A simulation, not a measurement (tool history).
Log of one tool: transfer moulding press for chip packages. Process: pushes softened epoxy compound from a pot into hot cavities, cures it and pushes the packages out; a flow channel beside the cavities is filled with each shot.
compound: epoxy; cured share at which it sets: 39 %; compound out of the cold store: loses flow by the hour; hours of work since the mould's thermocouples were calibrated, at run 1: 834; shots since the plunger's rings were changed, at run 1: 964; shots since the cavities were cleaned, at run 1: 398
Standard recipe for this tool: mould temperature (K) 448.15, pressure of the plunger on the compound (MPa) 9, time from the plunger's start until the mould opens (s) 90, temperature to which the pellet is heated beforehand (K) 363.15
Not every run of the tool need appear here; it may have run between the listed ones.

| run | hour | mould temperature (K) | pressure of the plunger on the compound (MPa) | time from the plunger's start until the mould opens (s) | temperature to which the pellet is heated beforehand (K) | hours of work since the mould's thermocouples were calibrated | shots since the plunger's rings were changed | shots since the cavities were cleaned | incoming compound's hours out of the cold store | length that the compound runs in the flow channel (mm) | greatest force on the pins that push the packages out (N) |
|---|---|---|---|---|---|---|---|---|---|---|---|
| 1 | 0 | 448.15 | 9 | 90 | 363.15 | 834 | 964 | 398 | 14 | 667 | 338 |
|  | 54.2 | mould's thermocouples calibrated |
| 2 | 57.9 | 448.15 | 9 | 90 | 363.15 | 2 | 1557 | 991 | 47.1 | 598 | 391 |
|  | 72.9 | cavities cleaned with cleaning compound and waxed |
| 3 | 113.8 | 448.15 | 9 | 90 | 363.15 | 29 | 2136 | 435 | 33.1 | 623 | 499 |
| 4 | 141 | 448.15 | 9 | 90 | 363.15 | 43 | 2424 | 723 | 16.9 | 645 | 485 |
| 5 | 174.6 | 448.15 | 9 | 90 | 363.15 | 60 | 2781 | 1080 | 16.9 | 648 | 467 |
|  | 184.1 | cavities cleaned with cleaning compound and waxed |
|  | 200.3 | cavities cleaned with cleaning compound and waxed, once more |
| 6 | 225.3 | 448.15 | 9 | 90 | 363.15 | 84 | 3288 | 266 | 33.6 | 610 | 304 |
| 7 | 268.9 | 448.15 | 9 | 71 | 363.15 | 106 | 3752 | 730 | 30.5 | 605 | 556 |
|  | 309.4 | cavities cleaned with cleaning compound and waxed |
| 8 | 309.9 | 448.15 | 9 | 71 | 363.15 | 126 | 4171 | 6 | 14.6 | 634 | 368 |
| 9 | 357.9 | 448.15 | 9 | 71 | 363.15 | 150 | 4681 | 516 | 40.4 | 587 | 494 |
|  | 378.2 | plunger's sealing rings changed |
| 10 | 417.4 | 448.15 | 9 | 71 | 363.15 | 179 | 417 | 1122 | 30.7 | 640 | 596 |
|  | 421.3 | cavities cleaned with cleaning compound and waxed |
| 11 | 466.2 | 448.15 | 9 | 71 | 363.15 | 202 | 919 | 477 | 47.4 | 616 | 471 |
| 12 | 490.9 | 448.15 | 9 | 71 | 363.15 | 215 | 1181 | 739 | 21.8 | 645 | 568 |
|  | 530.1 | cavities cleaned with cleaning compound and waxed |
| 13 | 543.1 | 448.15 | 9 | 71 | 363.15 | 240 | 1720 | 138 | 15.7 | 659 | 420 |

Estimate the outcome of run 14 from the log above:
| 14 | 585.1 | 448.15 | 9 | 71 | 361.15 | 261 | 2166 | 584 | 25.7 | ? | ? |

length that the compound runs in the flow channel (mm): 645
greatest force on the pins that push the packages out (N): 552
On a tool with no hidden condition, and with the same random variation, this run would have come out at length that the compound runs in the flow channel (mm) 673, greatest force on the pins that push the packages out (N) 363.
